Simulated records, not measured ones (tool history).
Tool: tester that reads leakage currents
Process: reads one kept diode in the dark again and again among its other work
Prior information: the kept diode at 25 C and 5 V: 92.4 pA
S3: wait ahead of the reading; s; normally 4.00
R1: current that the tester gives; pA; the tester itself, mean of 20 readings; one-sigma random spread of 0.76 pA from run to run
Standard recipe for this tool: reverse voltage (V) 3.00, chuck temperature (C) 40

run 1 hour=0.0 | reverse_voltage_(V)=3.00 chuck_temperature_(C)=40 S3=4.00 | R1=236.88
run 2 hour=32.3 | reverse_voltage_(V)=3.00 chuck_temperature_(C)=40 S3=4.00 | R1=236.81
run 3 hour=80.7 | reverse_voltage_(V)=3.00 chuck_temperature_(C)=40 S3=4.00 | R1=236.84
run 4 hour=121.6 | reverse_voltage_(V)=3.00 chuck_temperature_(C)=40 S3=4.00 | R1=236.73
run 5 hour=170.0 | reverse_voltage_(V)=3.00 chuck_temperature_(C)=41 S3=4.00 | R1=254.70
run 6 hour=218.4 | reverse_voltage_(V)=3.00 chuck_temperature_(C)=41 S3=4.00 | R1=254.89
run 7 hour=269.4 | reverse_voltage_(V)=3.00 chuck_temperature_(C)=41 S3=4.00 | R1=254.29
run 8 hour=306.8 | reverse_voltage_(V)=3.00 chuck_temperature_(C)=22 S3=4.00 | R1=55.13
run 9 hour=328.8 | reverse_voltage_(V)=3.00 chuck_temperature_(C)=40 S3=5.14 | R1=235.02
run 10 hour=368.4 | reverse_voltage_(V)=3.00 chuck_temperature_(C)=40 S3=5.14 | R1=234.03
run 11 hour=393.5 | reverse_voltage_(V)=3.00 chuck_temperature_(C)=40 S3=4.00 | R1=235.04
run 12 hour=442.4 | reverse_voltage_(V)=3.00 chuck_temperature_(C)=40 S3=4.00 | R1=233.66
run 13 hour=480.6 | reverse_voltage_(V)=3.00 chuck_temperature_(C)=40 S3=4.00 | R1=232.84
run 14 hour=516.7 | reverse_voltage_(V)=6.09 chuck_temperature_(C)=40 S3=4.00 | R1=324.27
run 15 hour=545.4 | reverse_voltage_(V)=6.09 chuck_temperature_(C)=40 S3=4.00 | R1=325.26
run 16 hour=582.8 | reverse_voltage_(V)=6.09 chuck_temperature_(C)=40 S3=4.00 | R1=325.41
run 17 hour=612.7 | reverse_voltage_(V)=3.00 chuck_temperature_(C)=40 S3=4.00 | R1=232.23
run 18 hour=634.8 | reverse_voltage_(V)=3.00 chuck_temperature_(C)=40 S3=4.00 | R1=231.56
run 19 hour=658.3 | reverse_voltage_(V)=3.00 chuck_temperature_(C)=40 S3=4.00 | R1=230.92
run 20 hour=689.3 | reverse_voltage_(V)=3.00 chuck_temperature_(C)=40 S3=6.79 | R1=232.00
run 21 hour=716.2 | reverse_voltage_(V)=5.06 chuck_temperature_(C)=40 S3=6.79 | R1=296.16
run 22 hour=749.8 | reverse_voltage_(V)=5.06 chuck_temperature_(C)=40 S3=6.79 | R1=295.90
-- hour=757.0 probe card cleaned and baked
run 23 hour=795.2 | reverse_voltage_(V)=3.00 chuck_temperature_(C)=26 S3=4.69 | R1=79.33
run 24 hour=826.7 | reverse_voltage_(V)=3.00 chuck_temperature_(C)=26 S3=4.69 | R1=79.51
-- hour=846.0 probe card cleaned and baked, once more
run 25 hour=880.2 | reverse_voltage_(V)=2.75 chuck_temperature_(C)=51 S3=4.69 | R1=501.09
-- hour=893.1 chuck's temperature calibrated
run 26 hour=930.6 | reverse_voltage_(V)=7.15 chuck_temperature_(C)=51 S3=0.63 | R1=882.02
run 27 hour=971.7 | reverse_voltage_(V)=14.02 chuck_temperature_(C)=40 S3=0.41 | R1=525.41
run 28 hour=1019.0 | reverse_voltage_(V)=10.87 chuck_temperature_(C)=35 S3=4.28 | R1=308.23

What does the tool deliver on the next run?
run 29 hour=1066.5 | reverse_voltage_(V)=8.64 chuck_temperature_(C)=57 S3=4.72 | R1=?

R1: 1467.75 pA
Had the tool carried no hidden state, the very same run would have given R1 1465.94 pA.

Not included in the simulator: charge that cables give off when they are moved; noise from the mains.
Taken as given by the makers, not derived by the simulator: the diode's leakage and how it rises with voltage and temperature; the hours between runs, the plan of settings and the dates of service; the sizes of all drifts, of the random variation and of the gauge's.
